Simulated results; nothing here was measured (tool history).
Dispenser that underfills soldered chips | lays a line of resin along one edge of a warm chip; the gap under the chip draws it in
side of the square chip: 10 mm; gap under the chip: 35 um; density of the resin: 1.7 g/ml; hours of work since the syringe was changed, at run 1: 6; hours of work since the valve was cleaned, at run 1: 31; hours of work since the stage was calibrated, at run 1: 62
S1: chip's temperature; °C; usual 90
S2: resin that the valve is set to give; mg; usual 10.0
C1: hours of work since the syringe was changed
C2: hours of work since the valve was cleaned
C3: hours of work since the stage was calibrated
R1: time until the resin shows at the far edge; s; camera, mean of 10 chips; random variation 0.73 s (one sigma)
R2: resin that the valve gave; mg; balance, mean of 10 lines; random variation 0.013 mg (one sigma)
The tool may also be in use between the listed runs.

run,hour,S1,S2,C1,C2,C3,R1,R2
1,0.0,90,10.0,6,31,62,102.2,9.82
# hour 0.6: new syringe of resin
2,6.6,81,10.0,4,36,66,117.8,9.80
3,9.9,81,10.0,6,38,68,133.6,9.80
# hour 10.6: new syringe of resin
4,17.5,81,10.0,5,43,73,122.5,9.77
# hour 20.3: new syringe of resin
# hour 23.8: dispensing valve cleaned and set on the balance
5,24.6,94,10.0,2,1,77,69.6,9.97
# hour 31.0: new syringe of resin
6,32.3,94,10.0,1,6,82,64.2,9.95
7,39.4,94,10.0,6,10,87,87.1,9.90
# hour 40.7: new syringe of resin
8,44.4,90,10.0,2,13,90,81.5,9.88
9,48.5,90,10.0,5,16,93,96.9,9.87
# hour 50.8: new syringe of resin
10,55.7,86,10.0,3,21,97,97.6,9.86
# hour 60.9: new syringe of resin
11,62.1,86,10.0,1,25,102,81.6,9.81
12,69.0,86,10.0,5,30,106,106.6,9.81
# hour 70.8: new syringe of resin
13,75.8,90,10.0,3,34,111,87.3,9.77
14,80.0,90,8.7,6,37,113,104.1,8.49
# hour 80.7: new syringe of resin
15,85.1,90,8.7,3,40,117,83.2,8.49
# hour 90.5: new syringe of resin
16,90.5,90,8.7,0,44,120,69.5,8.46
# hour 95.6: dispensing valve cleaned and set on the balance
17,98.2,90,10.0,5,2,125,91.7,10.00
# hour 101.4: new syringe of resin
18,101.7,90,10.0,0,4,127,70.8,9.96
19,105.1,90,10.0,2,6,129,80.5,9.99
# hour 111.3: new syringe of resin
20,111.8,90,10.8,0,11,133,72.0,10.75
21,117.9,78,11.1,4,15,137,134.7,11.03
# hour 121.2: new syringe of resin
22,122.7,92,12.7,1,18,140,71.1,12.59
23,127.0,92,12.7,4,21,143,84.0,12.55
# hour 131.1: new syringe of resin
24,134.4,92,12.7,2,25,148,72.7,12.52
25,137.8,92,12.7,5,28,150,86.7,12.53
# hour 140.9: new syringe of resin
26,143.1,92,12.7,1,31,154,70.9,12.49
27,147.6,92,12.7,4,34,157,85.5,12.47
# hour 151.0: new syringe of resin
28,151.9,85,10.9,1,37,160,85.0,10.67
29,156.3,78,9.0,4,40,163,135.2,8.81
30,160.1,78,9.0,6,42,165,154.2,8.78
# hour 160.9: new syringe of resin
31,164.1,81,9.2,2,45,168,110.3,8.99
# hour 167.4: dispensing valve cleaned and set on the balance
32,170.2,77,9.3,6,2,171,159.5,9.27
# hour 171.9: new syringe of resin
33,176.2,77,9.3,3,6,175,130.9,9.26
34,179.5,92,10.5,5,8,177,91.3,10.45

Hidden state or all else? Some run-to-run changes of R1, split into what the settings, what came in and random variation would give without the hidden state, and what is left for the hidden state (with any gauge scatter that isn't in both results):
The hidden state here: resin's viscosity, % of fresh resin's; dose that the valve gives, % of what is set; true chip temperature over the reading, C; drift of the gauge itself on fill_s, %; drift of the gauge itself on given_mg, %.
Run 4 -> 5: S1 81 -> 94, new syringe of resin, dispensing valve cleaned and set on the balance. R1 -52.9 s: hidden state -21.8, all else -31.1.
Run 20 -> 21: S1 90 -> 78, S2 10.8 -> 11.1. R1 +62.7 s: hidden state +33.3, all else +29.4.
Run 21 -> 22: S1 78 -> 92, S2 11.1 -> 12.7, new syringe of resin. R1 -63.6 s: hidden state -30.3, all else -33.3.
Run 30 -> 31: S1 78 -> 81, S2 9.0 -> 9.2, new syringe of resin. R1 -43.9 s: hidden state -34.5, all else -9.4.
Run 31 -> 32: S1 81 -> 77, S2 9.2 -> 9.3, dispensing valve cleaned and set on the balance. R1 +49.2 s: hidden state +34.6, all else +14.6.
